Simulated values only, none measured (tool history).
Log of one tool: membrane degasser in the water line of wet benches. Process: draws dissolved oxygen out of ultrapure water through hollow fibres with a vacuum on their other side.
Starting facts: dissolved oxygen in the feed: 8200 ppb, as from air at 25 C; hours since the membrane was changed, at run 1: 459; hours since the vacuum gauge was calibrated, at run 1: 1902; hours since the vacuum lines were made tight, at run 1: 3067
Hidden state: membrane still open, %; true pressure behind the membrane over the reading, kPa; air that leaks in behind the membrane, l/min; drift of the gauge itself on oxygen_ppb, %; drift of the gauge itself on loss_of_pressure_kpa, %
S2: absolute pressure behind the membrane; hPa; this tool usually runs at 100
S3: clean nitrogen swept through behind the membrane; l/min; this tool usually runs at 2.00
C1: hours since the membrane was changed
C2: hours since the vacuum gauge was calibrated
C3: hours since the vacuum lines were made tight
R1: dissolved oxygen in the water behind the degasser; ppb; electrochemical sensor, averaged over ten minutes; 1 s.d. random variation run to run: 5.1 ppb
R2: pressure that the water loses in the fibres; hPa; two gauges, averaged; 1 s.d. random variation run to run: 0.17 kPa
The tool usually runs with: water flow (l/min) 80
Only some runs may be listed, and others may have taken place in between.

Run 1, day 0.000: usual settings; C1 459; C2 1902; C3 3067. Result: R1 559.3 ppb, R2 297.5 hPa.
Run 2, day 2.575: usual settings; C1 521; C2 1964; C3 3128. Result: R1 556.6 ppb, R2 296.4 hPa.
Run 3, day 5.488: usual settings but S3 1.50 l/min; C1 591; C2 2034; C3 3198. Result: R1 679.6 ppb, R2 297.6 hPa.
Run 4, day 8.446: usual settings but S3 1.50 l/min; C1 662; C2 2105; C3 3269. Result: R1 696.0 ppb, R2 292.8 hPa.
Run 5, day 11.604: usual settings but S3 1.50 l/min; C1 738; C2 2181; C3 3345. Result: R1 679.5 ppb, R2 296.6 hPa.
Run 6, day 14.967: usual settings but S2 171 hPa; C1 818; C2 2261; C3 3426. Result: R1 1057.9 ppb, R2 298.3 hPa.
Run 7, day 18.179: usual settings but S2 171 hPa; C1 895; C2 2338; C3 3503. Result: R1 1051.0 ppb, R2 300.6 hPa.
Run 8, day 21.867: usual settings but S2 171 hPa; C1 984; C2 2427; C3 3591. Result: R1 1038.4 ppb, R2 293.0 hPa.
Run 9, day 26.700: usual settings but S2 171 hPa; C1 1100; C2 2543; C3 3707. Result: R1 1035.4 ppb, R2 298.7 hPa.
At day 27.121: vacuum gauge calibrated.
Run 10, day 29.383: usual settings but water flow (l/min) 50, S2 171 hPa; C1 1164; C2 54; C3 3771. Result: R1 715.4 ppb, R2 185.1 hPa.
Run 11, day 33.117: usual settings; C1 1253; C2 144; C3 3861. Result: R1 560.7 ppb, R2 299.5 hPa.
Run 12, day 38.179: usual settings; C1 1375; C2 265; C3 3982. Result: R1 564.0 ppb, R2 299.8 hPa.
Run 13, day 40.392: usual settings but S3 2.01 l/min; C1 1428; C2 319; C3 4036. Result: R1 554.8 ppb, R2 299.5 hPa.
Run 14, day 43.212: usual settings but water flow (l/min) 57, S3 2.01 l/min; C1 1496; C2 386; C3 4103. Result: R1 425.0 ppb, R2 212.1 hPa.
Run 15, day 47.362: usual settings but water flow (l/min) 62, S3 1.09 l/min; C1 1595; C2 486; C3 4203. Result: R1 704.2 ppb, R2 232.6 hPa.
Run 16, day 52.646: usual settings but water flow (l/min) 62, S2 140 hPa, S3 0.81 l/min; C1 1722; C2 613; C3 4330. Result: R1 1296.7 ppb, R2 231.2 hPa.
Run 17, day 55.771: usual settings but water flow (l/min) 92; C1 1797; C2 688; C3 4405. Result: R1 635.6 ppb, R2 341.8 hPa.
At day 57.538: vacuum gauge calibrated, once more.
Run 18, day 58.654: usual settings but water flow (l/min) 110, S2 185 hPa, S3 1.08 l/min; C1 1866; C2 27; C3 4473. Result: R1 2015.7 ppb, R2 412.0 hPa.
Run 19, day 61.054: usual settings but water flow (l/min) 71, S2 185 hPa, S3 1.08 l/min; C1 1923; C2 84; C3 4531. Result: R1 1562.8 ppb, R2 265.7 hPa.
Run 20, day 64.050: usual settings but water flow (l/min) 71, S2 185 hPa, S3 1.08 l/min; C1 1995; C2 156; C3 4603. Result: R1 1527.9 ppb, R2 267.3 hPa.
Run 21, day 69.079: usual settings but S2 185 hPa, S3 4.06 l/min; C1 2116; C2 277; C3 4724. Result: R1 656.6 ppb, R2 298.5 hPa.

Hidden condition of the tool, last listed run before each entry between runs versus first listed run after:
Logged between run 9 and run 10: vacuum gauge calibrated (day 27.121)
  membrane still open, %: 99.6 -> 99.5; true pressure behind the membrane over the reading, kPa: 0.15 -> 0.2; air that leaks in behind the membrane, l/min: 0.01 -> 0.0102
  the result without the hidden state subtracted from the measured one, R1: +10.9 -> +11.2 ppb; R2: +1.2 -> +0.9 hPa
Logged between run 17 and run 18: vacuum gauge calibrated, once more (day 57.538)
  true pressure behind the membrane over the reading, kPa: 0.24 -> 0.01; air that leaks in behind the membrane, l/min: 0.0114 -> 0.0116
  the result without the hidden state subtracted from the measured one, R1: +20.1 -> -0.8 ppb; R2: +2.5 -> +3.0 hPa
